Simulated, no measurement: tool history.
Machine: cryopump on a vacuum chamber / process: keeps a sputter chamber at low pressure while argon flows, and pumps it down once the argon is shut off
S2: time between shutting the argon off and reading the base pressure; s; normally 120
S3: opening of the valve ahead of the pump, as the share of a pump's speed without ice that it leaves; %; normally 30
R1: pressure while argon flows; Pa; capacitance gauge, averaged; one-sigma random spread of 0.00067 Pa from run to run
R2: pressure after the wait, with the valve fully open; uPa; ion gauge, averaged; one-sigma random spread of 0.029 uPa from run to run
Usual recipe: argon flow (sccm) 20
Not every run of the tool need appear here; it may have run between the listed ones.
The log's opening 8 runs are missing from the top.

run 9 hour=174.2 | argon_flow_(sccm)=20 S2=120 S3=30 | R1=0.1195 R2=2.76
run 10 hour=192.7 | argon_flow_(sccm)=20 S2=120 S3=30 | R1=0.1199 R2=2.79
run 11 hour=208.5 | argon_flow_(sccm)=20 S2=120 S3=30 | R1=0.1213 R2=2.84
run 12 hour=225.7 | argon_flow_(sccm)=15 S2=120 S3=30 | R1=0.0907 R2=2.74
run 13 hour=239.1 | argon_flow_(sccm)=20 S2=120 S3=26 | R1=0.1387 R2=2.81
run 14 hour=251.9 | argon_flow_(sccm)=20 S2=120 S3=26 | R1=0.1374 R2=2.83
run 15 hour=281.5 | argon_flow_(sccm)=20 S2=120 S3=26 | R1=0.1379 R2=2.85
run 16 hour=303.6 | argon_flow_(sccm)=36 S2=120 S3=30 | R1=0.2167 R2=2.97
run 17 hour=318.9 | argon_flow_(sccm)=20 S2=120 S3=53 | R1=0.0723 R2=3.02
run 18 hour=331.5 | argon_flow_(sccm)=20 S2=120 S3=53 | R1=0.0727 R2=2.98
run 19 hour=358.8 | argon_flow_(sccm)=20 S2=120 S3=24 | R1=0.151 R2=2.95
run 20 hour=378.6 | argon_flow_(sccm)=31 S2=28 S3=30 | R1=0.1875 R2=6.37
run 21 hour=392.1 | argon_flow_(sccm)=26 S2=41 S3=30 | R1=0.16 R2=4.88
run 22 hour=417.8 | argon_flow_(sccm)=26 S2=41 S3=30 | R1=0.1604 R2=5.11
run 23 hour=445.4 | argon_flow_(sccm)=26 S2=41 S3=30 | R1=0.1607 R2=5.14
run 24 hour=465.5 | argon_flow_(sccm)=30 S2=130 S3=23 | R1=0.2366 R2=3
run 25 hour=494.1 | argon_flow_(sccm)=8 S2=67 S3=30 | R1=0.0494 R2=3.86
run 26 hour=508.2 | argon_flow_(sccm)=8 S2=67 S3=30 | R1=0.0502 R2=4.06

Run 27 has not been measured yet. What should we expect?
run 27 hour=525.7 | argon_flow_(sccm)=26 S2=43 S3=30 | R1=? R2=?

{"run 27": {"R1": 0.1629, "R2": 4.96}}
If the tool had no hidden condition, the same run with the same run-to-run variation would have returned R1 0.1466 Pa, R2 3.19 uPa.
